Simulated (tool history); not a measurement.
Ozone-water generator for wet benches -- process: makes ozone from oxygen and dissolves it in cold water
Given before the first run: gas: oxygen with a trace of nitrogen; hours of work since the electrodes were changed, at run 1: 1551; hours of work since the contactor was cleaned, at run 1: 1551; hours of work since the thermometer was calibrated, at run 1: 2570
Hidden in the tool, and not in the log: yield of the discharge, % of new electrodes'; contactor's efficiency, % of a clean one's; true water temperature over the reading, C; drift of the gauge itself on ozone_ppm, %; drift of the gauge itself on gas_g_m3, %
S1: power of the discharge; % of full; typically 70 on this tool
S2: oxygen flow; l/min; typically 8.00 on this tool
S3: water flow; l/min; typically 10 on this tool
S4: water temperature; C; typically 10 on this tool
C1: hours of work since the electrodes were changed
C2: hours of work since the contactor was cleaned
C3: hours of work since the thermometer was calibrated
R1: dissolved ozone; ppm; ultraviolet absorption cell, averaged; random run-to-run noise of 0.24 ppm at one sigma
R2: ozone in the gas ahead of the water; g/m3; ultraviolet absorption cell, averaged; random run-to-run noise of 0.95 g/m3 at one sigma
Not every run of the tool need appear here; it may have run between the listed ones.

| run | day | S1 | S2 | S3 | S4 | C1 | C2 | C3 | R1 | R2 |
|---|---|---|---|---|---|---|---|---|---|---|
| 1 | 0.000 | 70 | 8.00 | 10 | 10 | 1551 | 1551 | 2570 | 31.9 | 150.2 |
| 2 | 3.683 | 70 | 8.00 | 10 | 10 | 1619 | 1619 | 2637 | 31.6 | 150.0 |
| 3 | 7.367 | 70 | 8.00 | 10 | 10 | 1686 | 1686 | 2704 | 31.5 | 150.0 |
| 4 | 12.021 | 45 | 8.00 | 10 | 10 | 1771 | 1771 | 2790 | 22.6 | 105.3 |
| 5 | 15.908 | 45 | 8.00 | 10 | 10 | 1842 | 1842 | 2861 | 22.8 | 106.4 |
| 6 | 19.875 | 70 | 8.00 | 10 | 10 | 1915 | 1915 | 2933 | 31.0 | 147.7 |
|  | 21.671 | contactor cleaned |
| 7 | 23.321 | 70 | 8.00 | 10 | 10 | 1975 | 30 | 2993 | 29.9 | 148.2 |
| 8 | 26.683 | 70 | 8.00 | 10 | 10 | 2036 | 92 | 3055 | 30.2 | 146.1 |
| 9 | 29.100 | 70 | 8.00 | 10 | 10 | 2081 | 136 | 3099 | 29.8 | 145.3 |
| 10 | 33.938 | 70 | 8.00 | 10 | 9 | 2169 | 225 | 3188 | 30.6 | 146.2 |
| 11 | 37.662 | 70 | 8.00 | 8 | 10 | 2237 | 293 | 3256 | 32.9 | 144.7 |
|  | 40.662 | contactor cleaned, once more |
| 12 | 40.662 | 58 | 8.00 | 8 | 10 | 2289 | 0 | 3308 | 30.1 | 126.0 |
| 13 | 45.062 | 70 | 8.00 | 11 | 10 | 2370 | 80 | 3388 | 29.8 | 143.1 |
| 14 | 47.504 | 70 | 8.00 | 11 | 10 | 2415 | 125 | 3433 | 29.3 | 143.9 |
| 15 | 50.325 | 70 | 8.00 | 11 | 10 | 2466 | 177 | 3485 | 29.4 | 142.7 |
| 16 | 55.096 | 70 | 8.00 | 11 | 10 | 2553 | 264 | 3572 | 29.4 | 141.7 |
| 17 | 57.346 | 70 | 8.00 | 10 | 10 | 2595 | 305 | 3613 | 30.4 | 140.4 |
| 18 | 59.792 | 70 | 8.00 | 10 | 10 | 2639 | 350 | 3658 | 30.6 | 141.1 |
| 19 | 61.883 | 67 | 8.00 | 8 | 10 | 2678 | 388 | 3696 | 32.6 | 134.6 |
| 20 | 66.158 | 67 | 8.00 | 8 | 10 | 2756 | 467 | 3774 | 32.5 | 134.8 |
| 21 | 68.596 | 70 | 8.00 | 10 | 11 | 2801 | 511 | 3819 | 29.6 | 140.8 |
| 22 | 72.854 | 70 | 8.00 | 10 | 11 | 2878 | 589 | 3897 | 29.7 | 138.6 |
| 23 | 76.196 | 70 | 8.00 | 10 | 11 | 2940 | 650 | 3958 | 29.2 | 139.1 |
| 24 | 79.338 | 69 | 4.38 | 10 | 11 | 2997 | 708 | 4016 | 31.2 | 187.4 |
| 25 | 83.625 | 69 | 4.38 | 10 | 9 | 3076 | 786 | 4094 | 31.8 | 186.1 |
| 26 | 87.050 | 70 | 7.85 | 16 | 10 | 3138 | 849 | 4157 | 22.5 | 138.6 |
| 27 | 91.833 | 70 | 7.85 | 16 | 10 | 3226 | 936 | 4244 | 22.4 | 136.8 |
| 28 | 95.717 | 95 | 4.47 | 12 | 7 | 3297 | 1008 | 4315 | 35.0 | 224.6 |
| 29 | 99.288 | 62 | 8.00 | 10 | 10 | 3362 | 1073 | 4381 | 26.7 | 125.2 |
| 30 | 103.925 | 46 | 8.00 | 11 | 15 | 3447 | 1158 | 4466 | 18.7 | 100.4 |
| 31 | 107.500 | 46 | 8.00 | 11 | 15 | 3513 | 1223 | 4531 | 18.5 | 101.5 |
| 32 | 110.125 | 46 | 8.00 | 11 | 15 | 3561 | 1271 | 4579 | 18.5 | 99.9 |

Pick out some run-to-run changes in R1. Of each, how much would a tool without hidden state show as well, from the settings, what came in and chance, and how much is left for the hidden state and any gauge scatter not in both results compared?
Run 3 -> 4: S1 70 -> 45. R1 -8.9 ppm: hidden state +1.8, all else -10.7.
Run 11 -> 12: S1 70 -> 58, contactor cleaned, once more. R1 -2.8 ppm: hidden state +3.0, all else -5.8.
Run 25 -> 26: S1 69 -> 70, S2 4.38 -> 7.85, S3 10 -> 16, S4 9 -> 10. R1 -9.3 ppm: hidden state +1.7, all else -11.0.
Run 27 -> 28: S1 70 -> 95, S2 7.85 -> 4.47, S3 16 -> 12, S4 10 -> 7. R1 +12.6 ppm: hidden state -4.9, all else +17.5.
Run 28 -> 29: S1 95 -> 62, S2 4.47 -> 8.00, S3 12 -> 10, S4 7 -> 10. R1 -8.3 ppm: hidden state +4.2, all else -12.5.
